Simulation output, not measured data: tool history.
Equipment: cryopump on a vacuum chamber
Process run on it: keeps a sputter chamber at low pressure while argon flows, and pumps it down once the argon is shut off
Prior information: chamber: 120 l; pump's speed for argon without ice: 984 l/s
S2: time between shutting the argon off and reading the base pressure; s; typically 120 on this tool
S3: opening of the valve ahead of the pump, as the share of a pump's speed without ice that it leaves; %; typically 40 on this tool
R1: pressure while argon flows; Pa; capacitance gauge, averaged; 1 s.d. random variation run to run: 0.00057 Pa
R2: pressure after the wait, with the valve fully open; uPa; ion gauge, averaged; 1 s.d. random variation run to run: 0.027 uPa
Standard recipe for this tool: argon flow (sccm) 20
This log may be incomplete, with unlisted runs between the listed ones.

run 1 day=0 | argon_flow_(sccm)=20 S2=120 S3=40 | R1=0.0868 R2=1.66
run 2 day=0.75 | argon_flow_(sccm)=20 S2=120 S3=40 | R1=0.0867 R2=1.6
run 3 day=1.183 | argon_flow_(sccm)=20 S2=120 S3=40 | R1=0.0864 R2=1.67
run 4 day=1.696 | argon_flow_(sccm)=16 S2=120 S3=40 | R1=0.0699 R2=1.69
run 5 day=2.362 | argon_flow_(sccm)=16 S2=120 S3=40 | R1=0.0701 R2=1.63
run 6 day=2.875 | argon_flow_(sccm)=16 S2=294 S3=40 | R1=0.0689 R2=1.06
run 7 day=3.504 | argon_flow_(sccm)=16 S2=294 S3=40 | R1=0.0699 R2=1.1
run 8 day=4.012 | argon_flow_(sccm)=16 S2=294 S3=40 | R1=0.0698 R2=1.12
run 9 day=4.442 | argon_flow_(sccm)=16 S2=294 S3=41 | R1=0.0685 R2=1.14
run 10 day=5.225 | argon_flow_(sccm)=16 S2=294 S3=41 | R1=0.0677 R2=1.14
run 11 day=5.625 | argon_flow_(sccm)=16 S2=294 S3=41 | R1=0.0681 R2=1.21
run 12 day=5.988 | argon_flow_(sccm)=23 S2=294 S3=41 | R1=0.0988 R2=1.15
run 13 day=6.754 | argon_flow_(sccm)=23 S2=294 S3=15 | R1=0.2651 R2=1.19
run 14 day=7.35 | argon_flow_(sccm)=20 S2=48 S3=40 | R1=0.0884 R2=2.97
run 15 day=7.879 | argon_flow_(sccm)=20 S2=48 S3=54 | R1=0.066 R2=3.13
run 16 day=8.371 | argon_flow_(sccm)=20 S2=48 S3=54 | R1=0.0655 R2=3.09
run 17 day=9.125 | argon_flow_(sccm)=20 S2=253 S3=40 | R1=0.0876 R2=1.27
run 18 day=9.604 | argon_flow_(sccm)=26 S2=120 S3=40 | R1=0.1145 R2=1.79
run 19 day=10.338 | argon_flow_(sccm)=25 S2=68 S3=16 | R1=0.2712 R2=2.42
run 20 day=11.054 | argon_flow_(sccm)=25 S2=68 S3=16 | R1=0.2691 R2=2.5
run 21 day=11.767 | argon_flow_(sccm)=16 S2=39 S3=28 | R1=0.1007 R2=3.56
run 22 day=12.342 | argon_flow_(sccm)=10 S2=113 S3=15 | R1=0.1155 R2=1.83
run 23 day=12.804 | argon_flow_(sccm)=29 S2=149 S3=28 | R1=0.1822 R2=1.53
run 24 day=13.462 | argon_flow_(sccm)=29 S2=149 S3=28 | R1=0.183 R2=1.55
run 25 day=14.171 | argon_flow_(sccm)=18 S2=23 S3=58 | R1=0.0551 R2=5.51
run 26 day=14.562 | argon_flow_(sccm)=22 S2=251 S3=40 | R1=0.0975 R2=1.35
run 27 day=15.383 | argon_flow_(sccm)=22 S2=251 S3=40 | R1=0.0982 R2=1.3
run 28 day=15.896 | argon_flow_(sccm)=9 S2=120 S3=29 | R1=0.0546 R2=1.78
run 29 day=16.425 | argon_flow_(sccm)=9 S2=120 S3=29 | R1=0.0548 R2=1.77
run 30 day=17.183 | argon_flow_(sccm)=9 S2=120 S3=29 | R1=0.055 R2=1.82
run 31 day=17.638 | argon_flow_(sccm)=21 S2=51 S3=49 | R1=0.0763 R2=2.99
run 32 day=18.125 | argon_flow_(sccm)=20 S2=278 S3=40 | R1=0.089 R2=1.35
run 33 day=18.921 | argon_flow_(sccm)=20 S2=278 S3=40 | R1=0.0898 R2=1.31
run 34 day=19.671 | argon_flow_(sccm)=20 S2=278 S3=40 | R1=0.0893 R2=1.3

Some steps in R1, run to run, broken into two amounts with sign: the step expected even without the hidden condition (settings, incoming material, random variation), and the rest, left for the hidden condition together with whatever gauge scatter is not in both the measured and the hidden-condition-free result:
The hidden state here: pump's speed, % of a pump's without ice; cold plate's temperature, K; leak into the chamber, uPa l/s; drift of the gauge itself on working_pa, %; drift of the gauge itself on base_upa, %.
Run 12 -> 13: S3 41 -> 15. R1 +0.1663 Pa: hidden state +0.0001, all else +0.1662.
Run 13 -> 14: argon flow (sccm) 23 -> 20, S2 294 -> 48, S3 15 -> 40. R1 -0.1767 Pa: hidden state -0.0002, all else -0.1765.
Run 20 -> 21: argon flow (sccm) 25 -> 16, S2 68 -> 39, S3 16 -> 28. R1 -0.1684 Pa: hidden state -0.0009, all else -0.1675.
Run 22 -> 23: argon flow (sccm) 10 -> 29, S2 113 -> 149, S3 15 -> 28. R1 +0.0667 Pa: hidden state +0.0025, all else +0.0642.
Run 27 -> 28: argon flow (sccm) 22 -> 9, S2 251 -> 120, S3 40 -> 29. R1 -0.0436 Pa: hidden state -0.0018, all else -0.0418.
Run 30 -> 31: argon flow (sccm) 9 -> 21, S2 120 -> 51, S3 29 -> 49. R1 +0.0213 Pa: hidden state +0.0019, all else +0.0194.
